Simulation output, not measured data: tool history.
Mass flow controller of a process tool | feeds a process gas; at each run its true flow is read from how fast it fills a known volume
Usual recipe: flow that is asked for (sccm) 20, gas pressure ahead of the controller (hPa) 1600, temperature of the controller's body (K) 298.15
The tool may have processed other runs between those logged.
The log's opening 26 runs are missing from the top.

| run | hour | flow that is asked for (sccm) | gas pressure ahead of the controller (hPa) | temperature of the controller's body (K) | true flow (%) |
|---|---|---|---|---|---|
| 27 | 1927 | 36 | 1890 | 300.15 | 100.02 |
| 28 | 1979.6 | 36 | 1890 | 300.15 | 100.03 |
| 29 | 2065.4 | 19 | 2160 | 301.15 | 100.24 |
| 30 | 2146.7 | 18 | 1780 | 296.15 | 99.45 |
| 31 | 2252.3 | 31 | 1650 | 298.15 | 99.65 |
| 32 | 2300.4 | 31 | 1650 | 298.15 | 99.67 |
| 33 | 2379.1 | 31 | 1650 | 298.15 | 99.74 |
| 34 | 2456.7 | 31 | 1650 | 298.15 | 99.73 |
| 35 | 2549.7 | 31 | 1650 | 298.15 | 99.64 |
| 36 | 2606.6 | 7 | 1600 | 301.15 | 99.74 |
| 37 | 2705.6 | 13 | 2760 | 301.15 | 100.54 |
| 38 | 2778.5 | 13 | 2500 | 305.15 | 100.78 |
| 39 | 2841.9 | 31 | 1710 | 297.15 | 99.7 |
| 40 | 2926.8 | 20 | 2410 | 295.15 | 99.64 |
| 41 | 3002.1 | 20 | 2410 | 295.15 | 99.69 |
| 42 | 3077.2 | 20 | 2410 | 295.15 | 99.7 |
| 43 | 3147.9 | 17 | 2410 | 295.15 | 99.64 |
| 44 | 3230.7 | 24 | 1870 | 310.15 | 101.11 |
| 45 | 3286.8 | 24 | 1870 | 310.15 | 101.02 |
| 46 | 3340.1 | 6 | 2160 | 304.15 | 100.45 |
| 47 | 3420.8 | 18 | 1490 | 298.15 | 99.45 |
| 48 | 3466.9 | 31 | 1490 | 302.15 | 100 |

Predict each of these 3 candidate next runs independently; none follows another, all start after run 48:
| A | 3538.8 | 20 | 1600 | 310.15 | ? |
| B | 3538.8 | 13 | 1860 | 305.15 | ? |
| C | 3538.8 | 20 | 2220 | 298.15 | ? |

| run | true flow (%) |
|---|---|
| A | 100.96 |
| B | 100.43 |
| C | 99.99 |
The same runs, with their run-to-run variation unchanged, on a tool lacking any hidden condition would have given:
| run | true flow (%) |
|---|---|
| A | 100.96 |
| B | 100.42 |
| C | 99.99 |
